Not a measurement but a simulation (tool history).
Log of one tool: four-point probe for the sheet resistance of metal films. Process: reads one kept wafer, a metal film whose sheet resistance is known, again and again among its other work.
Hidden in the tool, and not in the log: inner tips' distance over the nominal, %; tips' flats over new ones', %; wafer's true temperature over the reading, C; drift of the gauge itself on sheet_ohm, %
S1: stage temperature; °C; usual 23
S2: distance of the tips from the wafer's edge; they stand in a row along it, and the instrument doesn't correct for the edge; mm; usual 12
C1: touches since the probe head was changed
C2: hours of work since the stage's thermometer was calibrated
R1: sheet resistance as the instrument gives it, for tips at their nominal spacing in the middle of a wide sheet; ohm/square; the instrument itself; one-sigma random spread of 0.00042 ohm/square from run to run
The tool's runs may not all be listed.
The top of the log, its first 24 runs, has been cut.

run 25 hour=1918 | S1=21 S2=4 | C1=57885 C2=1845 | R1=2.188837
run 26 hour=1978.9 | S1=24 S2=9 | C1=60326 C2=1887 | R1=2.102041
run 27 hour=2033.5 | S1=24 S2=9 | C1=62513 C2=1925 | R1=2.101396
run 28 hour=2099.6 | S1=26 S2=30 | C1=65158 C2=1970 | R1=2.079678
run 29 hour=2208.1 | S1=33 S2=5 | C1=69503 C2=2044 | R1=2.143349
run 30 hour=2257.2 | S1=25 S2=12 | C1=71469 C2=2078 | R1=2.088853
-- hour=2263.7 stage's thermometer calibrated
run 31 hour=2335.7 | S1=21 S2=33 | C1=74593 C2=49 | R1=2.079392
run 32 hour=2440 | S1=32 S2=33 | C1=78770 C2=121 | R1=2.072565
run 33 hour=2499.5 | S1=23 S2=12 | C1=81151 C2=162 | R1=2.085783
run 34 hour=2569.1 | S1=24 S2=12 | C1=83939 C2=209 | R1=2.085051
-- hour=2617.7 stage's thermometer calibrated, once more
-- hour=2632.9 new probe head fitted
run 35 hour=2648.3 | S1=19 S2=11 | C1=613 C2=20 | R1=2.129197
run 36 hour=2698.6 | S1=22 S2=27 | C1=2630 C2=55 | R1=2.114862
run 37 hour=2773.7 | S1=29 S2=3 | C1=5636 C2=106 | R1=2.291325
run 38 hour=2878.6 | S1=21 S2=16 | C1=9837 C2=178 | R1=2.117261
run 39 hour=2931 | S1=21 S2=16 | C1=11935 C2=214 | R1=2.116337
run 40 hour=2984.6 | S1=21 S2=16 | C1=14082 C2=251 | R1=2.116667
run 41 hour=3042.6 | S1=21 S2=16 | C1=16403 C2=291 | R1=2.116033
run 42 hour=3149.1 | S1=19 S2=4 | C1=20669 C2=364 | R1=2.21672
run 43 hour=3257 | S1=19 S2=6 | C1=24990 C2=438 | R1=2.157547

Alternative continuations, all from the tool just after run 43; predict every row:
run A hour=3350.5 | S1=19 S2=9 | C1=28735 C2=502 | R1=?
run B hour=3350.5 | S1=30 S2=36 | C1=28735 C2=502 | R1=?
run C hour=3350.5 | S1=21 S2=22 | C1=28735 C2=502 | R1=?

run=A R1=2.128403
run=B R1=2.10155
run=C R1=2.108861
What these runs would have given with no unlogged condition in the tool:
run=A R1=2.134673
run=B R1=2.107704
run=C R1=2.115069
